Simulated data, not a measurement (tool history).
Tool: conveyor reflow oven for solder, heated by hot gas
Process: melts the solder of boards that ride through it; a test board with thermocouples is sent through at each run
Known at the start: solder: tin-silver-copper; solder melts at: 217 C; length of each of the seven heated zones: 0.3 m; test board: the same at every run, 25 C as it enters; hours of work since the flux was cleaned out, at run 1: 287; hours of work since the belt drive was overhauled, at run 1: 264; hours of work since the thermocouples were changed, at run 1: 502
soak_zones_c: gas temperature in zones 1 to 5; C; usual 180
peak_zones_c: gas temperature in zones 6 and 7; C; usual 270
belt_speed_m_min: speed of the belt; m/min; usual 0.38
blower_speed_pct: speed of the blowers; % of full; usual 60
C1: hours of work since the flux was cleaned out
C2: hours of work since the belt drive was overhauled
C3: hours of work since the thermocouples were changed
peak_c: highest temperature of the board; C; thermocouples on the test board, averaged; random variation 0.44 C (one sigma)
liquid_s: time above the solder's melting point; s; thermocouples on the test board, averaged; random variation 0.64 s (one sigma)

{"run": 1, "hour": 0.0, "soak_zones_c": 180, "peak_zones_c": 270, "belt_speed_m_min": 0.38, "blower_speed_pct": 60, "C1": 287, "C2": 264, "C3": 502, "peak_c": 247.9, "liquid_s": 66.9}
{"run": 2, "hour": 9.3, "soak_zones_c": 180, "peak_zones_c": 270, "belt_speed_m_min": 0.38, "blower_speed_pct": 60, "C1": 292, "C2": 270, "C3": 508, "peak_c": 248.2, "liquid_s": 68.3}
{"run": 3, "hour": 21.1, "soak_zones_c": 180, "peak_zones_c": 270, "belt_speed_m_min": 0.38, "blower_speed_pct": 81, "C1": 299, "C2": 276, "C3": 514, "peak_c": 255.4, "liquid_s": 77.3}
{"run": 4, "hour": 34.5, "soak_zones_c": 180, "peak_zones_c": 270, "belt_speed_m_min": 0.356, "blower_speed_pct": 60, "C1": 307, "C2": 284, "C3": 522, "peak_c": 250.3, "liquid_s": 74.1}
{"run": 5, "hour": 48.1, "soak_zones_c": 180, "peak_zones_c": 270, "belt_speed_m_min": 0.356, "blower_speed_pct": 60, "C1": 315, "C2": 292, "C3": 530, "peak_c": 250.9, "liquid_s": 75.5}
{"run": 6, "hour": 59.6, "soak_zones_c": 180, "peak_zones_c": 270, "belt_speed_m_min": 0.356, "blower_speed_pct": 60, "C1": 321, "C2": 299, "C3": 536, "peak_c": 251.2, "liquid_s": 74.7}
{"run": 7, "hour": 71.7, "soak_zones_c": 188, "peak_zones_c": 270, "belt_speed_m_min": 0.38, "blower_speed_pct": 60, "C1": 328, "C2": 306, "C3": 543, "peak_c": 249.7, "liquid_s": 74}
{"run": 8, "hour": 82.8, "soak_zones_c": 180, "peak_zones_c": 270, "belt_speed_m_min": 0.38, "blower_speed_pct": 60, "C1": 335, "C2": 312, "C3": 550, "peak_c": 247.6, "liquid_s": 67.5}
{"run": 9, "hour": 93.6, "soak_zones_c": 180, "peak_zones_c": 270, "belt_speed_m_min": 0.333, "blower_speed_pct": 60, "C1": 341, "C2": 318, "C3": 556, "peak_c": 252.8, "liquid_s": 83.8}
{"run": 10, "hour": 105.1, "soak_zones_c": 180, "peak_zones_c": 263, "belt_speed_m_min": 0.38, "blower_speed_pct": 60, "C1": 347, "C2": 325, "C3": 563, "peak_c": 242.7, "liquid_s": 61.3}
{"run": 11, "hour": 118.5, "soak_zones_c": 180, "peak_zones_c": 263, "belt_speed_m_min": 0.38, "blower_speed_pct": 60, "C1": 355, "C2": 332, "C3": 570, "peak_c": 242.6, "liquid_s": 61}
{"run": 12, "hour": 126.5, "soak_zones_c": 180, "peak_zones_c": 263, "belt_speed_m_min": 0.38, "blower_speed_pct": 60, "C1": 360, "C2": 337, "C3": 575, "peak_c": 242, "liquid_s": 61.2}
{"run": 13, "hour": 133.2, "soak_zones_c": 180, "peak_zones_c": 263, "belt_speed_m_min": 0.38, "blower_speed_pct": 60, "C1": 364, "C2": 341, "C3": 579, "peak_c": 242.6, "liquid_s": 61.3}
{"run": 14, "hour": 145.1, "soak_zones_c": 180, "peak_zones_c": 270, "belt_speed_m_min": 0.38, "blower_speed_pct": 60, "C1": 370, "C2": 348, "C3": 586, "peak_c": 248.2, "liquid_s": 66.9}
{"run": 15, "hour": 159.9, "soak_zones_c": 180, "peak_zones_c": 270, "belt_speed_m_min": 0.399, "blower_speed_pct": 60, "C1": 379, "C2": 356, "C3": 594, "peak_c": 246.4, "liquid_s": 62}
{"run": 16, "hour": 166.5, "soak_zones_c": 180, "peak_zones_c": 270, "belt_speed_m_min": 0.339, "blower_speed_pct": 60, "C1": 383, "C2": 360, "C3": 598, "peak_c": 251.3, "liquid_s": 82.3}
{"run": 17, "hour": 179.5, "soak_zones_c": 185, "peak_zones_c": 270, "belt_speed_m_min": 0.38, "blower_speed_pct": 64, "C1": 390, "C2": 368, "C3": 605, "peak_c": 250.3, "liquid_s": 73.3}
{"run": 18, "hour": 194.2, "soak_zones_c": 185, "peak_zones_c": 270, "belt_speed_m_min": 0.38, "blower_speed_pct": 64, "C1": 399, "C2": 376, "C3": 614, "peak_c": 251, "liquid_s": 72.7}
{"run": 19, "hour": 207.3, "soak_zones_c": 181, "peak_zones_c": 272, "belt_speed_m_min": 0.38, "blower_speed_pct": 64, "C1": 406, "C2": 384, "C3": 621, "peak_c": 251.6, "liquid_s": 71.6}
{"run": 20, "hour": 215.4, "soak_zones_c": 178, "peak_zones_c": 272, "belt_speed_m_min": 0.364, "blower_speed_pct": 74, "C1": 411, "C2": 388, "C3": 626, "peak_c": 256.2, "liquid_s": 80.3}
{"run": 21, "hour": 223.8, "soak_zones_c": 176, "peak_zones_c": 270, "belt_speed_m_min": 0.3, "blower_speed_pct": 62, "C1": 416, "C2": 393, "C3": 631, "peak_c": 256, "liquid_s": 94.4}
{"run": 22, "hour": 233.4, "soak_zones_c": 176, "peak_zones_c": 259, "belt_speed_m_min": 0.3, "blower_speed_pct": 54, "C1": 421, "C2": 399, "C3": 636, "peak_c": 243.3, "liquid_s": 79}
{"run": 23, "hour": 240.2, "soak_zones_c": 180, "peak_zones_c": 282, "belt_speed_m_min": 0.38, "blower_speed_pct": 74, "C1": 425, "C2": 402, "C3": 640, "peak_c": 262.9, "liquid_s": 81.3}
{"run": 24, "hour": 247.3, "soak_zones_c": 190, "peak_zones_c": 279, "belt_speed_m_min": 0.45, "blower_speed_pct": 78, "C1": 429, "C2": 407, "C3": 644, "peak_c": 258.3, "liquid_s": 69.3}
{"run": 25, "hour": 255.7, "soak_zones_c": 167, "peak_zones_c": 270, "belt_speed_m_min": 0.38, "blower_speed_pct": 59, "C1": 434, "C2": 411, "C3": 649, "peak_c": 244.1, "liquid_s": 58.5}
{"run": 26, "hour": 262.5, "soak_zones_c": 189, "peak_zones_c": 281, "belt_speed_m_min": 0.431, "blower_speed_pct": 64, "C1": 438, "C2": 415, "C3": 653, "peak_c": 256.4, "liquid_s": 68.4}
{"run": 27, "hour": 276.6, "soak_zones_c": 189, "peak_zones_c": 281, "belt_speed_m_min": 0.431, "blower_speed_pct": 64, "C1": 446, "C2": 423, "C3": 661, "peak_c": 256.3, "liquid_s": 69.3}
{"hour": 290.6, "done": "flux residue cleaned out of gas plates and filters"}
{"run": 28, "hour": 295.6, "soak_zones_c": 175, "peak_zones_c": 283, "belt_speed_m_min": 0.415, "blower_speed_pct": 72, "C1": 3, "C2": 431, "C3": 669, "peak_c": 258.9, "liquid_s": 69.9}
{"run": 29, "hour": 304.4, "soak_zones_c": 170, "peak_zones_c": 281, "belt_speed_m_min": 0.38, "blower_speed_pct": 60, "C1": 8, "C2": 436, "C3": 674, "peak_c": 254.9, "liquid_s": 69.3}
{"run": 30, "hour": 312.6, "soak_zones_c": 185, "peak_zones_c": 271, "belt_speed_m_min": 0.336, "blower_speed_pct": 60, "C1": 13, "C2": 441, "C3": 679, "peak_c": 253.4, "liquid_s": 87.6}
{"run": 31, "hour": 323.8, "soak_zones_c": 188, "peak_zones_c": 285, "belt_speed_m_min": 0.38, "blower_speed_pct": 60, "C1": 19, "C2": 448, "C3": 685, "peak_c": 262.1, "liquid_s": 84.6}

Forecast each of these 3 alternatives for the next run:
{"run": "A", "hour": 334.8, "soak_zones_c": 193, "peak_zones_c": 285, "belt_speed_m_min": 0.447, "blower_speed_pct": 60, "C1": 25, "C2": 454, "C3": 692, "peak_c": "?", "liquid_s": "?"}
{"run": "B", "hour": 334.8, "soak_zones_c": 180, "peak_zones_c": 266, "belt_speed_m_min": 0.38, "blower_speed_pct": 85, "C1": 25, "C2": 454, "C3": 692, "peak_c": "?", "liquid_s": "?"}
{"run": "C", "hour": 334.8, "soak_zones_c": 180, "peak_zones_c": 259, "belt_speed_m_min": 0.353, "blower_speed_pct": 50, "C1": 25, "C2": 454, "C3": 692, "peak_c": "?", "liquid_s": "?"}

run=A peak_c=256.5 liquid_s=66.8
run=B peak_c=253.4 liquid_s=74.5
run=C peak_c=238.1 liquid_s=56.2
Without the tool's hidden state the same runs would have given:
run=A peak_c=256.4 liquid_s=66.7
run=B peak_c=253.3 liquid_s=74.3
run=C peak_c=238 liquid_s=56

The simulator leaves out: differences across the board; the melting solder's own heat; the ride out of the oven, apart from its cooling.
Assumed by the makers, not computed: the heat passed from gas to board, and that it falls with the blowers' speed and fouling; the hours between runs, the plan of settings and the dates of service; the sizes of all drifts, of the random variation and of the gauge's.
